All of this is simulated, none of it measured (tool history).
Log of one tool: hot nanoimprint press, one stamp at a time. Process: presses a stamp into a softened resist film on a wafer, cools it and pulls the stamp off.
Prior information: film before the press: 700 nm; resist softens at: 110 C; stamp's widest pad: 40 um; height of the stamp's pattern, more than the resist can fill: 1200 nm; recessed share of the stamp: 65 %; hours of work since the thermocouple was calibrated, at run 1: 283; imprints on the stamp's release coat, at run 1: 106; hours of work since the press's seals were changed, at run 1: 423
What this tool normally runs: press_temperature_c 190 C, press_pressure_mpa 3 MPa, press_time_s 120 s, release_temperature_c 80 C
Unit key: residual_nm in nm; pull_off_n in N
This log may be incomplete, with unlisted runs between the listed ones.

run,hour,press_temperature_c,press_pressure_mpa,press_time_s,release_temperature_c,hours of work since the thermocouple was calibrated,imprints on the stamp's release coat,hours of work since the press's seals were changed,residual_nm,pull_off_n
1,0,190,3,120,80,283,106,423,275.7,181
2,18.3,190,3,120,80,291,142,431,279.4,184
3,43.7,190,3,120,80,301,191,441,274.6,182
4,57.3,190,3,120,80,307,218,447,274.6,182
5,85.1,190,3,120,80,318,272,458,275.6,181
6,111.1,190,3,120,80,329,323,469,275.3,181
7,128.4,190,3,120,67,336,357,476,276.8,246
8,141.7,190,3,120,72,341,383,481,276.2,217
9,169.3,189,3,120,72,353,436,493,282.6,220
10,193.6,190,3,120,82,363,484,503,273.8,172
# hour 218: plate thermocouple calibrated
11,221.9,190,3,120,80,2,533,513,274.2,182
12,249,190,3,120,80,13,586,524,271,181
13,275.9,186,3,120,80,24,639,535,313.6,181
14,305.5,186,3,120,80,36,697,547,313.7,181
15,323.3,196,3,120,80,43,731,554,218.4,180

Run 16, settings as shown, results not yet in. Your forecast:
16,341.6,196,3,120,80,51,767,562,?,?

{"run 16": {"residual_nm": 221.2, "pull_off_n": 180}}
With the hidden condition absent and the run-to-run variation left alone, this run would have shown residual_nm 224.3 nm, pull_off_n 179 N.
